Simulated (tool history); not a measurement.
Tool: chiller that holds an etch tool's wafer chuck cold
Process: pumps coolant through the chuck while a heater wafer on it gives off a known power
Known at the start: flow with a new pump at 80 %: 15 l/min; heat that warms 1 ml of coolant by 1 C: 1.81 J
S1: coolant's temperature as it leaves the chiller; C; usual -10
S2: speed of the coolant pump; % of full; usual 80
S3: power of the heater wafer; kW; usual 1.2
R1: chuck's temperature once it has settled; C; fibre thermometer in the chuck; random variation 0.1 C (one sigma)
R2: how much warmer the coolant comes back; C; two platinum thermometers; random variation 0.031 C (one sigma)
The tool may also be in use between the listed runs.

run,day,S1,S2,S3,R1,R2
1,0,-10,80,1.2,-2,2.66
2,0.633,-10,80,1.2,-2.2,2.6
3,1.888,-10,80,1.2,-2.1,2.6
4,3.242,-10,80,1.2,-2.1,2.61
5,4.162,-10,80,1.2,-2.3,2.57
6,4.762,-10,80,1.2,-1.9,2.6
7,6.088,-10,80,1.2,-2,2.54
8,7.438,-10,80,1.2,-2.2,2.59
9,8.279,-10,80,1.2,-2.1,2.54
10,9.629,-10,80,1.2,-2,2.54
11,10.571,-10,80,1.2,-2.2,2.57
12,11.746,-10,80,1.2,-2,2.57
13,12.979,-10,80,1.2,-2,2.51
14,14.188,-10,80,1.2,-2.1,2.49
15,15.296,-11,80,1.2,-3,2.51
16,16.329,-4,67,0.679,1.1,1.66
17,17.642,-4,91,0.679,0.1,1.2
18,18.508,-4,91,0.9,1.5,1.56
19,19.15,-14,91,0.9,-8.7,1.57
20,20.446,-10,62,0.652,-4.7,1.71
21,21.488,-14,80,1.553,-3.8,3.19
22,22.317,-10,66,1.458,1.1,3.75
23,23.1,-18,80,1.14,-10.5,2.32
24,24.429,-14,88,0.81,-8.9,1.38
25,25.562,-4,76,1.25,4.6,2.71
26,26.662,-4,76,1.25,4.7,2.63
27,28.088,-11,84,1.2,-3.3,2.22
28,29.108,-11,84,1.2,-3.4,2.27
29,30.533,-11,84,1.292,-2.9,2.41

The same runs without the tool's hidden state, with the same run-to-run variation:
The hidden state here: heat passed by the chuck's channels, % of clean ones'; flow at a given pump speed, % of a new pump's; coolant's true temperature over the reading, C; drift of the gauge itself on chuck_c, C; drift of the gauge itself on warmer_back_c, C.
run,R2
1,2.66
2,2.6
3,2.62
4,2.64
5,2.6
6,2.64
7,2.6
8,2.65
9,2.61
10,2.63
11,2.66
12,2.68
13,2.63
14,2.61
15,2.64
16,1.8
17,1.35
18,1.72
19,1.74
20,1.89
21,3.37
22,3.94
23,2.52
24,1.59
25,2.93
26,2.86
27,2.46
28,2.52
29,2.67
R1: as measured in every run.

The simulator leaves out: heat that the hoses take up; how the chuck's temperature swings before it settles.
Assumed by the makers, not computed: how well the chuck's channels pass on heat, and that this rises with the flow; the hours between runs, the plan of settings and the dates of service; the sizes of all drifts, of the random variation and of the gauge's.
